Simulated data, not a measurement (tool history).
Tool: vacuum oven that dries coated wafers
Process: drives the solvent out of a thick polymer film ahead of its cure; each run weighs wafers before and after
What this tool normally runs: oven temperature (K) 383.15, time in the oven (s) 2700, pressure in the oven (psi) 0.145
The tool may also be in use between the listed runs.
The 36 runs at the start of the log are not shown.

run	day	oven temperature (K)	time in the oven (s)	pressure in the oven (psi)	hours of work since the thermocouples were calibrated	hours of work since the vacuum gauge was cleaned of residue	solvent left in the film (%)
37	46.554	383.15	1500	0.122	258	697	5.21
38	47.525	383.15	1500	0.074	269	707	5.14
39	48.633	383.15	1500	0.074	281	720	5.05
40	49.546	394.15	1560	0.396	291	730	3.76
41	50.342	385.15	1380	0.078	300	739	5.20
42	51.142	371.15	2520	0.158	309	748	5.37
43	53.025	378.15	1860	0.109	330	769	5.21
44	54.533	378.15	1860	0.109	347	785	5.08
45	56.154	383.15	1440	0.135	365	803	5.54
46	57.042	383.15	1440	0.135	375	813	5.55

Alternative continuations, all from the tool just after run 46; predict every row:
A	57.821	391.15	2280	0.136	383	822	?
B	57.821	383.15	2880	0.135	383	822	?
C	57.821	383.15	2700	0.493	383	822	?
D	57.821	383.15	1440	0.531	383	822	?

run	solvent left in the film (%)
A	2.35
B	2.76
C	3.75
D	6.33
Take away the tool's hidden state, keep each run's random variation, and the runs would have read:
run	solvent left in the film (%)
A	2.31
B	2.71
C	3.71
D	6.30

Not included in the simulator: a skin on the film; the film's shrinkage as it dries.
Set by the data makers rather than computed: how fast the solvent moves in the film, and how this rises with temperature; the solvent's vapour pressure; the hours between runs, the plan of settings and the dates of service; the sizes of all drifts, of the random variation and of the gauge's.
